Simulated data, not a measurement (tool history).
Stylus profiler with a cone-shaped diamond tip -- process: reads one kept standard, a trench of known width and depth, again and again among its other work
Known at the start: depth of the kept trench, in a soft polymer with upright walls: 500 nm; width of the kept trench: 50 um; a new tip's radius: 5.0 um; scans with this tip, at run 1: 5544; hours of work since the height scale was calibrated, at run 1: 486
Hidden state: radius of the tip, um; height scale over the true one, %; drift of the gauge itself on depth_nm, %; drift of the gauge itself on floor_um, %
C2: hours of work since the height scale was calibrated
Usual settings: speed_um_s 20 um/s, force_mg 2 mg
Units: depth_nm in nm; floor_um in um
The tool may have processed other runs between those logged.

{"run": 1, "hour": 0.0, "speed_um_s": 20, "force_mg": 2, "scans with this tip": 5544, "C2": 486, "depth_nm": 503.65, "floor_um": 43.84}
{"run": 2, "hour": 67.5, "speed_um_s": 20, "force_mg": 2, "scans with this tip": 5932, "C2": 520, "depth_nm": 503.79, "floor_um": 43.71}
{"run": 3, "hour": 141.8, "speed_um_s": 20, "force_mg": 2, "scans with this tip": 6360, "C2": 557, "depth_nm": 503.99, "floor_um": 43.56}
{"run": 4, "hour": 213.6, "speed_um_s": 20, "force_mg": 2, "scans with this tip": 6772, "C2": 593, "depth_nm": 503.89, "floor_um": 43.45}
{"run": 5, "hour": 258.3, "speed_um_s": 12, "force_mg": 2, "scans with this tip": 7030, "C2": 616, "depth_nm": 503.49, "floor_um": 43.4}
{"run": 6, "hour": 336.0, "speed_um_s": 12, "force_mg": 2, "scans with this tip": 7476, "C2": 655, "depth_nm": 504.08, "floor_um": 43.32}
{"run": 7, "hour": 376.0, "speed_um_s": 12, "force_mg": 2, "scans with this tip": 7706, "C2": 675, "depth_nm": 504, "floor_um": 43.25}
{"run": 8, "hour": 430.8, "speed_um_s": 30, "force_mg": 2, "scans with this tip": 8022, "C2": 703, "depth_nm": 503.78, "floor_um": 43.12}
{"run": 9, "hour": 484.7, "speed_um_s": 14, "force_mg": 2, "scans with this tip": 8331, "C2": 730, "depth_nm": 503.97, "floor_um": 43.07}
{"run": 10, "hour": 554.8, "speed_um_s": 20, "force_mg": 1.22, "scans with this tip": 8735, "C2": 765, "depth_nm": 502.88, "floor_um": 42.92}
{"run": 11, "hour": 634.8, "speed_um_s": 20, "force_mg": 1.22, "scans with this tip": 9195, "C2": 805, "depth_nm": 503.09, "floor_um": 42.8}
{"run": 12, "hour": 700.6, "speed_um_s": 20, "force_mg": 1.22, "scans with this tip": 9573, "C2": 839, "depth_nm": 503.04, "floor_um": 42.71}
{"run": 13, "hour": 757.5, "speed_um_s": 20, "force_mg": 1.22, "scans with this tip": 9901, "C2": 867, "depth_nm": 503.06, "floor_um": 42.7}
{"run": 14, "hour": 794.0, "speed_um_s": 20, "force_mg": 1.22, "scans with this tip": 10111, "C2": 886, "depth_nm": 503.07, "floor_um": 42.6}
{"run": 15, "hour": 858.6, "speed_um_s": 20, "force_mg": 1.22, "scans with this tip": 10482, "C2": 918, "depth_nm": 503.15, "floor_um": 42.57}
{"run": 16, "hour": 910.7, "speed_um_s": 20, "force_mg": 1.22, "scans with this tip": 10782, "C2": 944, "depth_nm": 503.46, "floor_um": 42.47}
{"run": 17, "hour": 983.5, "speed_um_s": 20, "force_mg": 1.22, "scans with this tip": 11200, "C2": 981, "depth_nm": 503.27, "floor_um": 42.34}
{"run": 18, "hour": 1049.7, "speed_um_s": 20, "force_mg": 1.22, "scans with this tip": 11581, "C2": 1014, "depth_nm": 503.49, "floor_um": 42.22}
{"run": 19, "hour": 1117.6, "speed_um_s": 20, "force_mg": 1.22, "scans with this tip": 11972, "C2": 1049, "depth_nm": 503.6, "floor_um": 42.21}
{"run": 20, "hour": 1155.2, "speed_um_s": 20, "force_mg": 0.68, "scans with this tip": 12188, "C2": 1068, "depth_nm": 502.96, "floor_um": 42.1}
{"run": 21, "hour": 1209.9, "speed_um_s": 20, "force_mg": 0.68, "scans with this tip": 12503, "C2": 1095, "depth_nm": 502.5, "floor_um": 42.03}
{"run": 22, "hour": 1293.3, "speed_um_s": 14, "force_mg": 2, "scans with this tip": 12982, "C2": 1137, "depth_nm": 504.43, "floor_um": 41.98}
{"run": 23, "hour": 1341.6, "speed_um_s": 20, "force_mg": 1.87, "scans with this tip": 13260, "C2": 1161, "depth_nm": 504.34, "floor_um": 41.93}
{"hour": 1347.7, "done": "height scale calibrated on a step standard"}
{"hour": 1382.0, "done": "new tip fitted, height scale calibrated"}
{"run": 24, "hour": 1382.0, "speed_um_s": 20, "force_mg": 1.87, "scans with this tip": 0, "C2": 0, "depth_nm": 503.15, "floor_um": 45.62}
{"run": 25, "hour": 1432.2, "speed_um_s": 20, "force_mg": 5.04, "scans with this tip": 288, "C2": 25, "depth_nm": 506.21, "floor_um": 45.51}
{"run": 26, "hour": 1510.1, "speed_um_s": 20, "force_mg": 5.04, "scans with this tip": 736, "C2": 65, "depth_nm": 506.1, "floor_um": 45.33}
{"run": 27, "hour": 1570.3, "speed_um_s": 5, "force_mg": 1.64, "scans with this tip": 1083, "C2": 95, "depth_nm": 503.05, "floor_um": 45.2}
{"run": 28, "hour": 1634.9, "speed_um_s": 6, "force_mg": 5.45, "scans with this tip": 1454, "C2": 127, "depth_nm": 506.51, "floor_um": 45.07}
{"hour": 1668.6, "done": "height scale calibrated on a step standard, once more"}
{"run": 29, "hour": 1679.1, "speed_um_s": 29, "force_mg": 5.45, "scans with this tip": 1706, "C2": 5, "depth_nm": 506.43, "floor_um": 44.99}
{"run": 30, "hour": 1727.3, "speed_um_s": 53, "force_mg": 0.94, "scans with this tip": 1983, "C2": 30, "depth_nm": 502.11, "floor_um": 44.69}
{"run": 31, "hour": 1797.9, "speed_um_s": 15, "force_mg": 1.41, "scans with this tip": 2389, "C2": 65, "depth_nm": 502.35, "floor_um": 44.67}
{"run": 32, "hour": 1838.3, "speed_um_s": 20, "force_mg": 2.21, "scans with this tip": 2621, "C2": 85, "depth_nm": 503.36, "floor_um": 44.64}
{"run": 33, "hour": 1906.1, "speed_um_s": 15, "force_mg": 0.72, "scans with this tip": 3011, "C2": 120, "depth_nm": 501.75, "floor_um": 44.51}
{"run": 34, "hour": 1982.8, "speed_um_s": 15, "force_mg": 0.72, "scans with this tip": 3452, "C2": 158, "depth_nm": 501.78, "floor_um": 44.32}
{"run": 35, "hour": 2065.1, "speed_um_s": 22, "force_mg": 1.11, "scans with this tip": 3926, "C2": 200, "depth_nm": 502.61, "floor_um": 44.14}
{"run": 36, "hour": 2123.6, "speed_um_s": 30, "force_mg": 2.08, "scans with this tip": 4262, "C2": 229, "depth_nm": 503.77, "floor_um": 44.11}
{"run": 37, "hour": 2204.1, "speed_um_s": 30, "force_mg": 2.08, "scans with this tip": 4725, "C2": 270, "depth_nm": 503.55, "floor_um": 43.92}
{"run": 38, "hour": 2258.4, "speed_um_s": 30, "force_mg": 2.08, "scans with this tip": 5037, "C2": 297, "depth_nm": 504.07, "floor_um": 43.86}
{"run": 39, "hour": 2301.2, "speed_um_s": 72, "force_mg": 2, "scans with this tip": 5283, "C2": 319, "depth_nm": 503.75, "floor_um": 43.66}
{"run": 40, "hour": 2357.7, "speed_um_s": 59, "force_mg": 3.73, "scans with this tip": 5608, "C2": 347, "depth_nm": 505.33, "floor_um": 43.61}
{"run": 41, "hour": 2392.2, "speed_um_s": 59, "force_mg": 3.73, "scans with this tip": 5807, "C2": 365, "depth_nm": 505.34, "floor_um": 43.58}
{"run": 42, "hour": 2454.7, "speed_um_s": 37, "force_mg": 5.62, "scans with this tip": 6166, "C2": 396, "depth_nm": 506.89, "floor_um": 43.51}
{"run": 43, "hour": 2492.6, "speed_um_s": 21, "force_mg": 1.24, "scans with this tip": 6384, "C2": 415, "depth_nm": 502.82, "floor_um": 43.44}
{"run": 44, "hour": 2532.4, "speed_um_s": 16, "force_mg": 1.91, "scans with this tip": 6613, "C2": 435, "depth_nm": 503.81, "floor_um": 43.43}

5 options for the next run, each taken on its own from the tool as it stands now. Forecast them:
{"run": "A", "hour": 2611.2, "speed_um_s": 40, "force_mg": 2, "scans with this tip": 7066, "C2": 475, "depth_nm": "?", "floor_um": "?"}
{"run": "B", "hour": 2611.2, "speed_um_s": 6, "force_mg": 1.45, "scans with this tip": 7066, "C2": 475, "depth_nm": "?", "floor_um": "?"}
{"run": "C", "hour": 2611.2, "speed_um_s": 62, "force_mg": 5.88, "scans with this tip": 7066, "C2": 475, "depth_nm": "?", "floor_um": "?"}
{"run": "D", "hour": 2611.2, "speed_um_s": 20, "force_mg": 1.65, "scans with this tip": 7066, "C2": 475, "depth_nm": "?", "floor_um": "?"}
{"run": "E", "hour": 2611.2, "speed_um_s": 11, "force_mg": 2, "scans with this tip": 7066, "C2": 475, "depth_nm": "?", "floor_um": "?"}

run=A depth_nm=503.85 floor_um=43.19
run=B depth_nm=502.94 floor_um=43.3
run=C depth_nm=507.28 floor_um=43.27
run=D depth_nm=503.36 floor_um=43.34
run=E depth_nm=504.22 floor_um=43.31
Without the tool's hidden state the same runs would have given:
run=A depth_nm=503.4 floor_um=45.49
run=B depth_nm=502.49 floor_um=45.6
run=C depth_nm=506.83 floor_um=45.57
run=D depth_nm=502.9 floor_um=45.64
run=E depth_nm=503.76 floor_um=45.61
